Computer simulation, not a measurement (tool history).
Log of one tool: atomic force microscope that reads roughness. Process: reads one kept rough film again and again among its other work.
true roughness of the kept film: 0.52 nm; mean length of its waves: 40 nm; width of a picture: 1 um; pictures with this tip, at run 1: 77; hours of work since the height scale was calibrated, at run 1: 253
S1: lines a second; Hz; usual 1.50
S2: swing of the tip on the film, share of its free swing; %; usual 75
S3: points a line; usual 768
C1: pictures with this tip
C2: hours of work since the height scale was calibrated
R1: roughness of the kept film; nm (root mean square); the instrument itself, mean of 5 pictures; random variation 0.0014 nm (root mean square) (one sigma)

run,hour,S1,S2,S3,C1,C2,R1
1,0.0,1.50,75,768,77,253,0.475
2,41.9,1.50,75,768,110,275,0.474
3,112.0,1.50,75,768,166,312,0.468
4,157.2,1.50,75,768,202,335,0.472
5,195.7,1.50,75,768,232,355,0.469
# hour 226.6: new tip fitted
6,254.9,1.50,75,768,22,386,0.480
7,287.0,1.50,75,768,48,403,0.477
8,346.3,1.50,75,384,95,434,0.474
9,402.4,1.50,75,768,140,463,0.475
10,466.6,1.50,75,768,191,497,0.471
11,505.4,1.50,75,768,222,517,0.467
# hour 554.0: new tip fitted
12,561.9,1.50,75,768,6,546,0.479
13,593.9,1.50,75,768,32,563,0.478
14,631.6,0.68,75,783,62,583,0.497

Forecast run 15:
15,696.8,2.65,66,639,114,617,?

R1: 0.470 nm (root mean square)
Without the tool's hidden state the same run would have given R1 0.475 nm (root mean square).
